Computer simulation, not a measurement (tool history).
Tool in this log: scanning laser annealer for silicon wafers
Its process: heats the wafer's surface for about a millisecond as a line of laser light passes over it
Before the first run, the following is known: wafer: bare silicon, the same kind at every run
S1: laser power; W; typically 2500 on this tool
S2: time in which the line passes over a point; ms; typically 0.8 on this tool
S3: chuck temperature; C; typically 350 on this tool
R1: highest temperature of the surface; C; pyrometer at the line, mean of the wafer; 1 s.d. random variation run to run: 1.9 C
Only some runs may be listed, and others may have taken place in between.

run 1 hour=0 | S1=2500 S2=0.8 S3=350 | R1=1087
run 2 hour=44 | S1=2500 S2=0.8 S3=350 | R1=1086
-- hour=113.1 window over the wafer cleaned
run 3 hour=117.8 | S1=2500 S2=0.8 S3=350 | R1=1068
run 4 hour=172.8 | S1=2745 S2=0.8 S3=350 | R1=1154
run 5 hour=239.8 | S1=2500 S2=0.8 S3=370 | R1=1082
run 6 hour=279.2 | S1=2500 S2=0.8 S3=370 | R1=1079
run 7 hour=330.8 | S1=2500 S2=0.8 S3=370 | R1=1078
run 8 hour=378.1 | S1=2500 S2=0.8 S3=350 | R1=1057
run 9 hour=449.4 | S1=2500 S2=0.8 S3=350 | R1=1052
run 10 hour=518.5 | S1=2500 S2=0.8 S3=350 | R1=1046
-- hour=553.4 window over the wafer cleaned, once more
run 11 hour=560.3 | S1=2500 S2=0.8 S3=350 | R1=1118
run 12 hour=629.2 | S1=2500 S2=0.8 S3=350 | R1=1109
run 13 hour=690.5 | S1=2500 S2=0.8 S3=350 | R1=1106
run 14 hour=739.1 | S1=2500 S2=0.8 S3=350 | R1=1103
run 15 hour=778 | S1=2500 S2=0.8 S3=350 | R1=1103
run 16 hour=813.7 | S1=2500 S2=0.8 S3=382 | R1=1134
run 17 hour=852.4 | S1=2226 S2=0.8 S3=358 | R1=1005
run 18 hour=904.8 | S1=2226 S2=0.581 S3=358 | R1=899
run 19 hour=941.4 | S1=2645 S2=0.834 S3=387 | R1=1205
run 20 hour=993.5 | S1=2389 S2=0.8 S3=350 | R1=1051
run 21 hour=1036.8 | S1=2500 S2=0.657 S3=344 | R1=1005
run 22 hour=1108.1 | S1=2470 S2=0.8 S3=341 | R1=1067
run 23 hour=1164.5 | S1=2470 S2=0.8 S3=341 | R1=1060
-- hour=1189.5 window over the wafer cleaned
run 24 hour=1200.4 | S1=2470 S2=0.8 S3=341 | R1=1092
run 25 hour=1234.8 | S1=2470 S2=0.8 S3=379 | R1=1133
run 26 hour=1272.6 | S1=2521 S2=0.819 S3=379 | R1=1159
run 27 hour=1321.8 | S1=2521 S2=0.819 S3=379 | R1=1157
run 28 hour=1375.1 | S1=2521 S2=0.819 S3=379 | R1=1152

3 ways to go on from here, each from the tool as it stands after run 28. What would each give?
run A hour=1426.4 | S1=2665 S2=0.8 S3=350 | R1=?
run B hour=1426.4 | S1=2500 S2=0.614 S3=384 | R1=?
run C hour=1426.4 | S1=2500 S2=0.901 S3=349 | R1=?

run=A R1=1168
run=B R1=1037
run=C R1=1153
Stripped of hidden state, with their random variation kept, the same runs would have yielded:
run=A R1=1185
run=B R1=1050
run=C R1=1169
